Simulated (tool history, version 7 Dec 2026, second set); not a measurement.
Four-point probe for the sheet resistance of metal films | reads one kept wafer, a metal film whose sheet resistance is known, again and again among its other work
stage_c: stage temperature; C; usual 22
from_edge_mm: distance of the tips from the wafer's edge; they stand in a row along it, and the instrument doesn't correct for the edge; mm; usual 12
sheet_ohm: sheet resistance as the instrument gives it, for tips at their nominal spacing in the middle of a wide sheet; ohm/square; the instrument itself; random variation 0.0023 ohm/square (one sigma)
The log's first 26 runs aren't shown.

| run | hour | stage_c | from_edge_mm | touches since the probe head was changed | hours of work since the stage's thermometer was calibrated | sheet_ohm |
|---|---|---|---|---|---|---|
| 27 | 706.6 | 25 | 30 | 33024 | 608 | 11.614081 |
| 28 | 725.3 | 22 | 31 | 33473 | 616 | 11.62698 |
| 29 | 756 | 22 | 11 | 34211 | 630 | 11.637533 |
| 30 | 769.8 | 32 | 19 | 34540 | 636 | 11.57508 |
| 31 | 787.5 | 27 | 13 | 34965 | 644 | 11.608443 |
| 32 | 811.8 | 27 | 13 | 35550 | 655 | 11.606435 |
| 33 | 838.3 | 27 | 13 | 36186 | 667 | 11.608328 |
| 34 | 864.9 | 26 | 4 | 36824 | 678 | 11.699584 |
| 35 | 888.6 | 28 | 64 | 37393 | 689 | 11.590875 |
| 36 | 902.1 | 27 | 3 | 37716 | 695 | 11.767499 |
| 37 | 922.8 | 35 | 5 | 38215 | 704 | 11.61501 |
| 38 | 945.2 | 35 | 5 | 38752 | 714 | 11.613806 |
| 39 | 964 | 35 | 5 | 39204 | 723 | 11.617695 |
| 40 | 995.4 | 28 | 9 | 39956 | 737 | 11.616347 |
| 41 | 1017.8 | 33 | 5 | 40493 | 746 | 11.625458 |
| 42 | 1035.9 | 29 | 39 | 40928 | 755 | 11.591079 |
| 43 | 1059.9 | 19 | 4 | 41505 | 765 | 11.750921 |
| 44 | 1090.1 | 34 | 54 | 42230 | 779 | 11.566372 |
| 45 | 1122.5 | 27 | 8 | 43006 | 793 | 11.627202 |

Forecast each of these 4 alternatives for the next run:
| A | 1146.6 | 23 | 6 | 43586 | 804 | ? |
| B | 1146.6 | 27 | 10 | 43586 | 804 | ? |
| C | 1146.6 | 27 | 22 | 43586 | 804 | ? |
| D | 1146.6 | 20 | 28 | 43586 | 804 | ? |

| run | sheet_ohm |
|---|---|
| A | 11.673159 |
| B | 11.618277 |
| C | 11.604757 |
| D | 11.645216 |
Without the tool's hidden state the same runs would have given:
| run | sheet_ohm |
|---|---|
| A | 11.687381 |
| B | 11.632358 |
| C | 11.618821 |
| D | 11.659465 |
